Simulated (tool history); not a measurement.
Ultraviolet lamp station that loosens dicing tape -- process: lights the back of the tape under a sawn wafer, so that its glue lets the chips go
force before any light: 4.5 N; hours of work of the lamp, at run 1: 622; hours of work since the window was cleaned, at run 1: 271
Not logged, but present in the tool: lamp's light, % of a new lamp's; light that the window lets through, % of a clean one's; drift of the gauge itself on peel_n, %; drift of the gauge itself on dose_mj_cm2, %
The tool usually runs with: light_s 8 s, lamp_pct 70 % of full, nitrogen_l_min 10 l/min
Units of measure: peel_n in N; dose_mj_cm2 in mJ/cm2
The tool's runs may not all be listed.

run    hour  light_s  lamp_pct  nitrogen_l_min  hours of work of the lamp  hours of work since the window was cleaned  peel_n  dose_mj_cm2
  1       0        8        70              10                        622                                         271   0.386          354
  2    61.5        8        71              10                        665                                         315   0.395          355
  3    95.1        8        70              16                        689                                         338   0.322          348
  4   154.6        8        70              16                        731                                         380   0.311          352
  5     214        8        70              16                        773                                         422   0.301          348
  6   265.5        8        77              10                        809                                         459    0.35          390
  7   336.2        8        77              10                        859                                         508   0.349          382
      398.1  -- window cleaned of glue's vapour
  8     405        8        77              10                        907                                           5   0.338          387
  9   450.2        8        77              10                        939                                          37   0.339          388
 10   527.6        8        77              10                        993                                          91    0.34          390
 11   601.6        8        70              10                       1046                                         143   0.406          351
 12   655.5        8        70              10                       1084                                         181   0.389          353
 13     692        8        70              10                       1109                                         207   0.404          350
 14   759.2        8        63              10                       1157                                         255   0.486          318
 15   832.3        8        66              10                       1208                                         306   0.437          330
 16   901.1        6        70               7                       1257                                         355   0.781          263
 17   938.4        4        84              20                       1283                                         381   0.687          213
 18     978        4        84              20                       1311                                         409   0.672          216
 19  1035.1        4        65               5                       1351                                         449   1.634          165
     1059.6  -- lamp changed
 20  1076.8        4        65               5                         12                                         478   1.656          165
 21  1143.1       11        84              11                         59                                         524   0.197          582
     1182.5  -- window cleaned of glue's vapour
 22  1191.5       11        83              11                         93                                           6   0.205          575
 23  1267.5        8        81               6                        146                                          60   0.416          410
 24  1317.8        8        81               6                        182                                          95   0.436          413
 25  1393.3        8        81               6                        235                                         149   0.421          407
 26  1427.2        4        78              10                        259                                         172   1.026          200
 27  1473.3        4        78              10                        291                                         205   1.063          198
 28  1525.7        8        71               9                        328                                         242   0.425          360
 29  1574.4       13        70              10                        362                                         276    0.19          580
 30  1628.9       13        70              10                        401                                         315   0.216          580

What differs in the tool's unlogged condition from the final listed run ahead of each entry between runs to the first listed run following it?
In the gap between runs 7 and 8: window cleaned of glue's vapour (hour 398.1)
  light that the window lets through, % of a clean one's: 99.8 -> 100
  what was measured, less what the result would be without the hidden state, peel_n: +0.003 -> +0.001 N
In the gap between runs 19 and 20: lamp changed (hour 1059.6)
  lamp's light, % of a new lamp's: 99.5 -> 100; light that the window lets through, % of a clean one's: 99.9 -> 99.8
  what was measured, less what the result would be without the hidden state, peel_n: +0.01 -> +0.003 N
In the gap between runs 21 and 22: window cleaned of glue's vapour (hour 1182.5)
  light that the window lets through, % of a clean one's: 99.8 -> 100
  what was measured, less what the result would be without the hidden state, peel_n: +0 -> +0 N
